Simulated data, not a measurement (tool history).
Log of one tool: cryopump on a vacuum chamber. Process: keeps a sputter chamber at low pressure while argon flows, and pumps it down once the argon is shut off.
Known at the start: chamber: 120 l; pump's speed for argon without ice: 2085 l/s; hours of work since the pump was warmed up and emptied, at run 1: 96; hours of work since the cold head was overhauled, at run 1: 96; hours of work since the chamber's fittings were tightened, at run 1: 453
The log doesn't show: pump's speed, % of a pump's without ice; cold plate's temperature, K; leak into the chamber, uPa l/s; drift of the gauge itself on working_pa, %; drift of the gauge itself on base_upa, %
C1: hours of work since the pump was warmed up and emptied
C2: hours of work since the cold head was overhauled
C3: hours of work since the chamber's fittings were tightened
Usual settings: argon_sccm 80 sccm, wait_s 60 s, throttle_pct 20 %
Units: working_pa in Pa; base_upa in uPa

{"run": 1, "day": 0.0, "argon_sccm": 80, "wait_s": 60, "throttle_pct": 20, "C1": 96, "C2": 96, "C3": 453, "working_pa": 0.3268, "base_upa": 0.51}
{"run": 2, "day": 2.362, "argon_sccm": 80, "wait_s": 60, "throttle_pct": 20, "C1": 138, "C2": 138, "C3": 495, "working_pa": 0.3278, "base_upa": 0.54}
{"run": 3, "day": 7.338, "argon_sccm": 80, "wait_s": 68, "throttle_pct": 20, "C1": 228, "C2": 228, "C3": 584, "working_pa": 0.3261, "base_upa": 0.53}
{"run": 4, "day": 12.229, "argon_sccm": 80, "wait_s": 60, "throttle_pct": 34, "C1": 315, "C2": 315, "C3": 672, "working_pa": 0.1953, "base_upa": 0.58}
{"run": 5, "day": 14.896, "argon_sccm": 80, "wait_s": 115, "throttle_pct": 34, "C1": 363, "C2": 363, "C3": 719, "working_pa": 0.1972, "base_upa": 0.45}
{"run": 6, "day": 18.138, "argon_sccm": 80, "wait_s": 60, "throttle_pct": 38, "C1": 421, "C2": 421, "C3": 777, "working_pa": 0.1771, "base_upa": 0.61}
{"run": 7, "day": 21.979, "argon_sccm": 80, "wait_s": 60, "throttle_pct": 20, "C1": 490, "C2": 490, "C3": 846, "working_pa": 0.3336, "base_upa": 0.63}
{"run": 8, "day": 25.25, "argon_sccm": 80, "wait_s": 64, "throttle_pct": 20, "C1": 548, "C2": 548, "C3": 905, "working_pa": 0.3327, "base_upa": 0.6}
{"run": 9, "day": 28.367, "argon_sccm": 80, "wait_s": 64, "throttle_pct": 20, "C1": 604, "C2": 604, "C3": 960, "working_pa": 0.3326, "base_upa": 0.6}
{"run": 10, "day": 31.35, "argon_sccm": 67, "wait_s": 64, "throttle_pct": 20, "C1": 657, "C2": 657, "C3": 1014, "working_pa": 0.2814, "base_upa": 0.57}
{"run": 11, "day": 34.671, "argon_sccm": 41, "wait_s": 107, "throttle_pct": 26, "C1": 717, "C2": 717, "C3": 1073, "working_pa": 0.1326, "base_upa": 0.44}
{"run": 12, "day": 39.162, "argon_sccm": 37, "wait_s": 30, "throttle_pct": 28, "C1": 797, "C2": 797, "C3": 1154, "working_pa": 0.1125, "base_upa": 0.98}
{"run": 13, "day": 41.45, "argon_sccm": 37, "wait_s": 30, "throttle_pct": 28, "C1": 838, "C2": 838, "C3": 1195, "working_pa": 0.1127, "base_upa": 0.96}
{"run": 14, "day": 44.188, "argon_sccm": 37, "wait_s": 65, "throttle_pct": 54, "C1": 887, "C2": 887, "C3": 1244, "working_pa": 0.0618, "base_upa": 0.64}
{"run": 15, "day": 47.971, "argon_sccm": 37, "wait_s": 35, "throttle_pct": 54, "C1": 955, "C2": 955, "C3": 1311, "working_pa": 0.0635, "base_upa": 0.91}

Forecast each of these 4 alternatives for the next run:
{"run": "A", "day": 51.838, "argon_sccm": 107, "wait_s": 60, "throttle_pct": 20, "C1": 1024, "C2": 1024, "C3": 1381, "working_pa": "?", "base_upa": "?"}
{"run": "B", "day": 51.838, "argon_sccm": 37, "wait_s": 35, "throttle_pct": 19, "C1": 1024, "C2": 1024, "C3": 1381, "working_pa": "?", "base_upa": "?"}
{"run": "C", "day": 51.838, "argon_sccm": 37, "wait_s": 35, "throttle_pct": 34, "C1": 1024, "C2": 1024, "C3": 1381, "working_pa": "?", "base_upa": "?"}
{"run": "D", "day": 51.838, "argon_sccm": 80, "wait_s": 36, "throttle_pct": 20, "C1": 1024, "C2": 1024, "C3": 1381, "working_pa": "?", "base_upa": "?"}

run=A working_pa=0.4556 base_upa=0.70
run=B working_pa=0.1647 base_upa=0.93
run=C working_pa=0.0957 base_upa=0.93
run=D working_pa=0.3431 base_upa=0.91
Without the tool's hidden state the same runs would have given:
run=A working_pa=0.4323 base_upa=0.49
run=B working_pa=0.1567 base_upa=0.72
run=C working_pa=0.0877 base_upa=0.72
run=D working_pa=0.3256 base_upa=0.70

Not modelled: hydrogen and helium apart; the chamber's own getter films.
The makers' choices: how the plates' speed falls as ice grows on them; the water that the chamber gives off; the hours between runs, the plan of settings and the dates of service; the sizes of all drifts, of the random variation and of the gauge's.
